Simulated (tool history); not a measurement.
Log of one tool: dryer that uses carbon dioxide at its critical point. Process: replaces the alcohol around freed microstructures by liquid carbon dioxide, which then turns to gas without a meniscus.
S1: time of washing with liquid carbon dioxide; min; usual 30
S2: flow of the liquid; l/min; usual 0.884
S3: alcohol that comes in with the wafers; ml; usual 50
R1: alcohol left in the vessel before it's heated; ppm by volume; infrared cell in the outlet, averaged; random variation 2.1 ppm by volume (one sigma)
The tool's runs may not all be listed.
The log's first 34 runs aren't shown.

run	day	S1	S2	S3	R1
35	10.279	30	0.667	50	182
36	10.538	26	0.534	50	647
37	10.867	40	1.007	81	15
# day 10.942: inlet filter changed
38	11.279	28	1.031	50	24
39	11.550	43	0.927	36	14
40	11.767	22	1.138	41	37
41	11.967	22	1.138	41	38
42	12.142	30	0.595	50	179
43	12.458	30	0.884	32	27
44	12.646	30	0.884	32	29
45	12.892	47	1.450	54	16
46	13.129	47	1.450	54	14

Forecast each of these 5 alternatives for the next run:
A	13.458	33	1.005	32	?
B	13.458	47	0.754	70	?
C	13.458	23	1.450	54	?
D	13.458	35	0.884	50	?
E	13.458	47	0.846	54	?

run	R1
A	23
B	17
C	21
D	20
E	18
Without the tool's hidden state the same runs would have given:
run	R1
A	13
B	7
C	10
D	10
E	8
